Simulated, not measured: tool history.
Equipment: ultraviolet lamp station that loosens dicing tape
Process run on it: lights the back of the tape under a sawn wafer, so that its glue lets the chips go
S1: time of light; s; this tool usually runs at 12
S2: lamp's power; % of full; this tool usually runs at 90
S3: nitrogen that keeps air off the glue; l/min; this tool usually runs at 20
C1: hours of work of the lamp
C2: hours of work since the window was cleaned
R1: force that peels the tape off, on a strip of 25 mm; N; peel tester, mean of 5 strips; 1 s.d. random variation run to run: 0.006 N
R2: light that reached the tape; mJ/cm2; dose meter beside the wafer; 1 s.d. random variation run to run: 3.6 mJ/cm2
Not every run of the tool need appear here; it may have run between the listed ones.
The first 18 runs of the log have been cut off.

run,hour,S1,S2,S3,C1,C2,R1,R2
19,949.6,12,90,20,963,202,0.178,596
20,1007.8,12,90,20,989,228,0.162,590
21,1076.1,12,90,20,1021,260,0.173,589
22,1142.8,8,98,7,1052,291,0.823,423
23,1197.7,8,98,7,1077,316,0.8,433
24,1247.7,19,65,7,1100,339,0.31,686
25,1301.1,9,90,13,1125,364,0.443,441
26,1339.9,10,100,34,1143,382,0.141,547
# hour 1401.5: window cleaned of glue's vapour
27,1404.8,21,61,19,1172,2,0.137,705
28,1434.4,21,70,14,1186,15,0.124,805
29,1491.7,10,64,16,1212,42,0.622,349
30,1562.2,6,72,24,1245,74,0.963,236
31,1628.1,6,72,24,1275,104,0.988,234
32,1698.7,6,72,24,1308,137,0.966,233
33,1766.9,12,98,8,1339,168,0.325,643
34,1803.3,6,98,19,1356,185,0.636,321
35,1872.8,12,90,11,1388,217,0.286,589
36,1930.8,23,98,9,1415,244,0.105,1237
# hour 1952.6: lamp changed
37,1971.6,15,84,9,9,262,0.248,690
38,2041.9,11,90,11,41,295,0.354,540
39,2104.9,11,90,11,70,324,0.348,546
40,2164.1,11,90,11,97,351,0.339,540
41,2229.8,15,66,24,128,381,0.176,543
42,2264.2,12,66,8,144,397,0.723,433

Alternative continuations, all from the tool just after run 42; predict every row:
# hour 2296.9: window cleaned of glue's vapour
A,2326,20,75,10,172,13,?,?
# hour 2296.9: window cleaned of glue's vapour
B,2326,11,66,8,172,13,?,?
# hour 2296.9: window cleaned of glue's vapour
C,2326,16,68,15,172,13,?,?
# hour 2296.9: window cleaned of glue's vapour
D,2326,8,84,8,172,13,?,?

run,R1,R2
A,0.162,834
B,0.838,396
C,0.219,597
D,0.99,371
Without the tool's hidden state the same runs would have given:
run,R1,R2
A,0.162,834
B,0.837,396
C,0.218,597
D,0.989,371
